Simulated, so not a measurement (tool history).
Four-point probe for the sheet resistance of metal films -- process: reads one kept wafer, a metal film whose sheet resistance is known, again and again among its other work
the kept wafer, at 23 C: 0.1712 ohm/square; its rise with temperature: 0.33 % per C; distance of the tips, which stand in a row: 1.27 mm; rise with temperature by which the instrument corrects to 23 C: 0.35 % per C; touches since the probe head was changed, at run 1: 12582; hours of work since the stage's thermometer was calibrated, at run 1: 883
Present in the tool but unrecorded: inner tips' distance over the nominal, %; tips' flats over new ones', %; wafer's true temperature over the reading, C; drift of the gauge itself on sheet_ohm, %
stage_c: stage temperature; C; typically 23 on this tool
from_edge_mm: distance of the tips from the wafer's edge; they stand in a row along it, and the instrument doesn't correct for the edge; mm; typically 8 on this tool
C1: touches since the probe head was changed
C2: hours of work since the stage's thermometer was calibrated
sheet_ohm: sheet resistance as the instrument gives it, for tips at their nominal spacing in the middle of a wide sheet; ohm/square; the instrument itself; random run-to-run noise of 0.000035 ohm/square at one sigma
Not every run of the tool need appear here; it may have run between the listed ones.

Run 1, hour 0: usual settings; C1 12582; C2 883. Result: sheet_ohm 0.17266 ohm/square.
Run 2, hour 39: usual settings; C1 13307; C2 907. Result: sheet_ohm 0.172588 ohm/square.
Run 3, hour 74.6: usual settings; C1 13967; C2 929. Result: sheet_ohm 0.172655 ohm/square.
Run 4, hour 120.8: usual settings but stage_c 18 C; C1 14826; C2 957. Result: sheet_ohm 0.172726 ohm/square.
Run 5, hour 169.2: usual settings but stage_c 18 C; C1 15726; C2 987. Result: sheet_ohm 0.172637 ohm/square.
Run 6, hour 220.3: usual settings but stage_c 18 C; C1 16676; C2 1018. Result: sheet_ohm 0.17264 ohm/square.
Run 7, hour 257.3: usual settings but stage_c 18 C; C1 17364; C2 1041. Result: sheet_ohm 0.172564 ohm/square.
Run 8, hour 288.7: usual settings but from_edge_mm 5 mm; C1 17947; C2 1060. Result: sheet_ohm 0.175992 ohm/square.
Run 9, hour 340.3: usual settings; C1 18906; C2 1092. Result: sheet_ohm 0.172433 ohm/square.
Run 10, hour 375.6: usual settings; C1 19561; C2 1113. Result: sheet_ohm 0.172434 ohm/square.
Run 11, hour 436.5: usual settings; C1 20692; C2 1151. Result: sheet_ohm 0.172445 ohm/square.
Run 12, hour 495.6: usual settings; C1 21790; C2 1187. Result: sheet_ohm 0.17228 ohm/square.
Run 13, hour 530.7: usual settings but stage_c 24 C; C1 22444; C2 1208. Result: sheet_ohm 0.172348 ohm/square.
Run 14, hour 567.7: usual settings but stage_c 24 C; C1 23131; C2 1231. Result: sheet_ohm 0.17229 ohm/square.
At hour 572.3: stage's thermometer calibrated.
Run 15, hour 629.3: usual settings but stage_c 24 C, from_edge_mm 40 mm; C1 24265; C2 35. Result: sheet_ohm 0.169913 ohm/square.
Run 16, hour 677.9: usual settings but stage_c 24 C, from_edge_mm 40 mm; C1 25169; C2 65. Result: sheet_ohm 0.169957 ohm/square.
Run 17, hour 712.8: usual settings but stage_c 24 C, from_edge_mm 40 mm; C1 25818; C2 86. Result: sheet_ohm 0.169914 ohm/square.
Run 18, hour 749.5: usual settings but stage_c 32 C, from_edge_mm 30 mm; C1 26500; C2 109. Result: sheet_ohm 0.169768 ohm/square.
Run 19, hour 787.3: usual settings but stage_c 32 C, from_edge_mm 4 mm; C1 27202; C2 132. Result: sheet_ohm 0.178301 ohm/square.
Run 20, hour 827.9: usual settings but stage_c 27 C, from_edge_mm 4 mm; C1 27955; C2 157. Result: sheet_ohm 0.178445 ohm/square.
At hour 853.5: stage's thermometer calibrated, once more.
Run 21, hour 889.2: usual settings but stage_c 21 C; C1 29085; C2 22. Result: sheet_ohm 0.172449 ohm/square.
Run 22, hour 947.1: usual settings but stage_c 33 C, from_edge_mm 4 mm; C1 30162; C2 57. Result: sheet_ohm 0.178527 ohm/square.
Run 23, hour 986.7: usual settings but stage_c 19 C, from_edge_mm 32 mm; C1 30898; C2 82. Result: sheet_ohm 0.170242 ohm/square.
Run 24, hour 1022.4: usual settings but stage_c 20 C; C1 31561; C2 104. Result: sheet_ohm 0.172391 ohm/square.
Run 25, hour 1049.1: usual settings but stage_c 20 C, from_edge_mm 16 mm; C1 32057; C2 120. Result: sheet_ohm 0.170642 ohm/square.
Run 26, hour 1095.7: usual settings but stage_c 18 C, from_edge_mm 16 mm; C1 32923; C2 149. Result: sheet_ohm 0.170644 ohm/square.
Run 27, hour 1136: usual settings but stage_c 18 C, from_edge_mm 7 mm; C1 33672; C2 173. Result: sheet_ohm 0.173009 ohm/square.
Run 28, hour 1161.5: usual settings but stage_c 28 C, from_edge_mm 3 mm; C1 34146; C2 189. Result: sheet_ohm 0.184675 ohm/square.

Predict each of these 3 candidate next runs independently; none follows another, all start after run 28:
Run A, hour 1193.4: usual settings; C1 34738; C2 209. Result: sheet_ohm ?.
Run B, hour 1193.4: usual settings but stage_c 33 C, from_edge_mm 7 mm; C1 34738; C2 209. Result: sheet_ohm ?.
Run C, hour 1193.4: usual settings but from_edge_mm 4 mm; C1 34738; C2 209. Result: sheet_ohm ?.

run  sheet_ohm
  A   0.172145
  B    0.17268
  C    0.17863
With no hidden state in the tool, these same runs would have given:
run  sheet_ohm
  A   0.173432
  B   0.173969
  C   0.179961

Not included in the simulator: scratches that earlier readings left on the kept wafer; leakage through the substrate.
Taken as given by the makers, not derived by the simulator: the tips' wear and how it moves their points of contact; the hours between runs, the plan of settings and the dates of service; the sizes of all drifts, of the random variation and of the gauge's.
